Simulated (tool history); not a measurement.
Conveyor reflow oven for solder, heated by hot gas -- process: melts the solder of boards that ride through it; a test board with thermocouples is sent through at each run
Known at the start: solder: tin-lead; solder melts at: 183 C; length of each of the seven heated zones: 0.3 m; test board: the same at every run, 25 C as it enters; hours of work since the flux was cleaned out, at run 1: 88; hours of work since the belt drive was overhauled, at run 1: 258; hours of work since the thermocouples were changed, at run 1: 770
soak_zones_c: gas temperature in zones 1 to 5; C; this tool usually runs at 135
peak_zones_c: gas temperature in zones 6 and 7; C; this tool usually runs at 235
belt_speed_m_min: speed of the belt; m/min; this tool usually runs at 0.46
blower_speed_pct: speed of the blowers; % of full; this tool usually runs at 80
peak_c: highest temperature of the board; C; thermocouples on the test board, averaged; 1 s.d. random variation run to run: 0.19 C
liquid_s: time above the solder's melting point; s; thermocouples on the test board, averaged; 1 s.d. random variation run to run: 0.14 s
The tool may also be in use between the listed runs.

run   hour  soak_zones_c  peak_zones_c  belt_speed_m_min  blower_speed_pct  hours of work since the flux was cleaned out  hours of work since the belt drive was overhauled  hours of work since the thermocouples were changed  peak_c  liquid_s
  1    0.0           135           235              0.46                80                                            88                                                258                                                 770   222.5      62.0
  2   37.4           135           235              0.46                80                                           109                                                278                                                 791   222.2      61.8
  3   66.1           135           235              0.46                80                                           124                                                294                                                 806   222.0      61.6
  4   88.0           135           235              0.46                80                                           136                                                305                                                 818   222.2      61.7
  5  130.7           135           235              0.46                80                                           159                                                329                                                 842   221.7      61.6
  6  153.0           135           230              0.46                80                                           172                                                341                                                 854   217.6      58.5
  7  187.5           135           230              0.46                80                                           190                                                360                                                 872   217.1      58.4
  8  224.1           135           230              0.46                80                                           210                                                380                                                 892   217.5      58.0
  9  254.6           135           235              0.46                80                                           227                                                396                                                 909   221.6      61.3
 10  304.1           135           235              0.46                80                                           254                                                423                                                 936   221.4      60.7
 11  338.0           135           235              0.46                80                                           272                                                442                                                 954   221.6      61.1
 12  372.4           135           235              0.46                80                                           291                                                460                                                 973   221.3      61.0
 13  406.3           135           235              0.46                80                                           309                                                479                                                 992   221.6      60.9
 14  438.2           134           235              0.46                80                                           327                                                496                                                1009   221.1      60.3
 15  471.4           134           241              0.46                83                                           345                                                514                                                1027   226.8      64.5

For run 16, what comes out?
     481.7  -- thermocouples of zones 6 and 7 changed
 16  502.4           124           241              0.46                83                                           361                                                530                                                  11       ?         ?

peak_c: 221.8 C
liquid_s: 58.0 s
Had the tool carried no hidden state, the very same run would have given peak_c 225.1 C, liquid_s 60.5 s.
